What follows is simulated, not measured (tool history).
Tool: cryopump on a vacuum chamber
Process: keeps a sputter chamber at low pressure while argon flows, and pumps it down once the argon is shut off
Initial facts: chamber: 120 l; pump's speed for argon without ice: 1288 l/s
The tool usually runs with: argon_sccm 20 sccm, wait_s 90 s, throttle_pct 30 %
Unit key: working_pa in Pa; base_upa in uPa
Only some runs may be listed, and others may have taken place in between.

run    hour  argon_sccm  wait_s  throttle_pct  working_pa  base_upa
  1       0          20      90            30      0.0927      1.88
  2    79.7          20      90            30       0.094      1.94
  3   140.3          20      90            30      0.0944      2.06
  4   198.4          11      90            30      0.0511       2.2
  5   272.5          11      90            30      0.0534      2.38
  6   359.9          11      90            30      0.0525      2.48
  7     436          11      90            30      0.0531       2.6
      476.7  -- pump warmed up, emptied and cooled again
  8     554          20      90            30      0.0883      2.38
  9   669.8          20      90            30      0.0886       2.6
 10   776.5          20      90            30      0.0897      2.68
 11     857          20      90            30        0.09      2.82
 12   977.5          20      90            30      0.0901      3.07
 13    1075          20      90            30      0.0912      3.15
 14  1177.3          20      90            30      0.0922      3.35
 15  1261.9          16      90            30      0.0738      3.42
 16  1377.2          16      90            30      0.0741      3.69
 17  1437.9          16      90            30      0.0753      3.82
 18  1541.4          15     105            30      0.0703      3.83
 19  1655.8          15     105            30      0.0716      4.07
 20    1722          15      37            28      0.0757      5.98
 21  1806.7          18      37            20      0.1247      6.32
 22  1901.2          18      37            20      0.1256       6.5
     1980.7  -- leaking fittings of the chamber tightened, without venting
 23  1984.9          20     205            37      0.0808       0.8
     2009.5  -- pump warmed up, emptied and cooled again
 24  2093.3          33      26            45      0.0982      4.45
 25    2144          18      22            50      0.0484      5.21
 26  2196.6          20      22            16      0.1669       5.4
 27  2281.5          20     247            34      0.0793      1.05
 28  2400.7          34      90            30      0.1528      1.97
 29  2452.9          34      20            46      0.1012      6.09
 30  2557.8          18      96            52      0.0481      2.05
 31  2653.7          20     119            21      0.1295      2.02
 32  2737.2          37     119            57      0.0948      2.09
 33  2823.3          37     119            57      0.0944      2.24

A few steps of working_pa between consecutive runs. Split each: what settings, incoming material and random variation would produce without the hidden state, and what is left over for the hidden state, along with gauge scatter present in only one of the two compared results (measured, and without hidden state):
The hidden state here: pump's speed, % of a pump's without ice; cold plate's temperature, K; leak into the chamber, uPa l/s; drift of the gauge itself on working_pa, %; drift of the gauge itself on base_upa, %.
Run 7 -> 8: argon_sccm 11 -> 20, pump warmed up, emptied and cooled again. working_pa +0.0352 Pa: hidden state -0.0037, all else +0.0389.
Run 23 -> 24: argon_sccm 20 -> 33, wait_s 205 -> 26, throttle_pct 37 -> 45, pump warmed up, emptied and cooled again. working_pa +0.0174 Pa: hidden state -0.0082, all else +0.0256.
Run 25 -> 26: argon_sccm 18 -> 20, throttle_pct 50 -> 16. working_pa +0.1185 Pa: hidden state +0.0004, all else +0.1181.
Run 26 -> 27: wait_s 22 -> 247, throttle_pct 16 -> 34. working_pa -0.0876 Pa: hidden state +0.0005, all else -0.0881.
Run 30 -> 31: argon_sccm 18 -> 20, wait_s 96 -> 119, throttle_pct 52 -> 21. working_pa +0.0814 Pa: hidden state +0.0009, all else +0.0805.
Run 31 -> 32: argon_sccm 20 -> 37, throttle_pct 21 -> 57. working_pa -0.0347 Pa: hidden state +0.0045, all else -0.0392.

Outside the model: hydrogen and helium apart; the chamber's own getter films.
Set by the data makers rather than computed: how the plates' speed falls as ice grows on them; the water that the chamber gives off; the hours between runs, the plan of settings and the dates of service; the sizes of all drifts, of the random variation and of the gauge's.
